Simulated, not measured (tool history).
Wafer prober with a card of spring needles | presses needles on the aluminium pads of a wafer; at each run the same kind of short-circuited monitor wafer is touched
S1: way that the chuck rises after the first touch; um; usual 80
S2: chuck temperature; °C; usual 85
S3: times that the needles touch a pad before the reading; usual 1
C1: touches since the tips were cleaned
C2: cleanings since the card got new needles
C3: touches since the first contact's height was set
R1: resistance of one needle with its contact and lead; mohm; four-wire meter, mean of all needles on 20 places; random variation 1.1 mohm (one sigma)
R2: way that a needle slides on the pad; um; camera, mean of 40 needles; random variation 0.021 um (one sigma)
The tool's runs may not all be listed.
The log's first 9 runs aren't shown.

run	hour	S1	S2	S3	C1	C2	C3	R1	R2
# hour 97.0: tips cleaned on abrasive film
10	99.8	93	85	1	762	36	114491	136	15.16
11	105.9	80	85	2	2403	36	116132	139	13.00
# hour 108.2: tips cleaned on abrasive film
12	117.1	80	85	2	2417	37	119137	140	12.98
# hour 118.8: tips cleaned on abrasive film
# hour 129.9: tips cleaned on abrasive film
13	131.8	80	85	2	503	39	123077	134	12.91
# hour 141.0: tips cleaned on abrasive film
14	146.5	80	85	2	1498	40	127051	138	12.92
# hour 151.6: tips cleaned on abrasive film
15	153.9	80	85	1	621	41	129037	136	12.91
# hour 162.4: tips cleaned on abrasive film
16	167.4	80	85	1	1368	42	132667	141	12.91
# hour 173.5: tips cleaned on abrasive film
17	181.0	80	85	1	2043	43	136333	144	12.90
# hour 184.1: tips cleaned on abrasive film
# hour 195.4: tips cleaned on abrasive film
18	195.8	94	90	2	107	45	140287	132	15.24
19	203.6	94	38	1	2225	45	142405	135	15.25
# hour 207.1: tips cleaned on abrasive film
20	213.3	92	40	2	1700	46	145033	129	14.86
# hour 214.7: height of the first contact set anew
# hour 218.7: tips cleaned on abrasive film
21	222.4	71	104	2	1005	47	2053	140	11.82

The next listed run, before its measurement:
# hour 229.3: tips cleaned on abrasive film
22	235.2	80	94	3	1591	48	5509	?	?

R1: 137 mohm
R2: 13.32 um
Without the tool's hidden state the same run would have given R1 133 mohm, R2 13.34 um.
